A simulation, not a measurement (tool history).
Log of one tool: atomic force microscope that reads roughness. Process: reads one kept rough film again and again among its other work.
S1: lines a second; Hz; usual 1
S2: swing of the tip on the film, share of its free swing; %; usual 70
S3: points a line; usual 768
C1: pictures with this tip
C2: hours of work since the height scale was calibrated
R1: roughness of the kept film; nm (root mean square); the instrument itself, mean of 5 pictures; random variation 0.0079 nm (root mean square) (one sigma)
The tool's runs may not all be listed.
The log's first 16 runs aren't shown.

run    hour    S1  S2   S3   C1    C2     R1
      801.7  -- new tip fitted
 17   801.7  2.91  80  295    0   618  1.514
 18   850.8  0.98  82  295  126   657   1.36
      891.4  -- new tip fitted
 19   909.2  0.72  65  427   45   702  1.593
 20   946.4  0.72  65  427  141   731  1.381
      980.5  -- new tip fitted
 21   984.9  0.72  55  562   11   761  1.671
 22  1036.7  0.72  55  562  144   802  1.409
     1068.8  -- new tip fitted
 23  1087.6  1.86  75  562   48   842  1.506
 24  1128.2  0.64  87  779  153   874  1.331
     1156.7  -- new tip fitted
 25  1174.4  1.25  59  632   46   910  1.581
 26  1206.5  0.57  80  529  128   935  1.409
 27    1239  0.88  80  768  211   960  1.278
     1249.7  -- new tip fitted
 28  1290.6     1  71  548  105  1001  1.461
 29    1323  0.76  66  553  188  1026  1.341
     1337.5  -- new tip fitted
 30  1382.6  1.43  66  525  116  1073  1.428
     1427.7  -- new tip fitted
 31  1449.6  0.72  81  435   56  1125  1.533
     1516.1  -- new tip fitted
 32  1518.9  1.37  65  630    7  1179  1.656

3 ways to go on from here, each from the tool as it stands after run 32. What would each give?
  A  1575.9  1.37  64   929  153  1224   ?
  B  1575.9  1.37  65  1011  153  1224   ?
  C  1575.9  0.92  65   353  153  1224   ?

run     R1
  A  1.409
  B    1.4
  C  1.376
Without the tool's hidden state the same runs would have given:
run     R1
  A  1.715
  B  1.705
  C  1.676
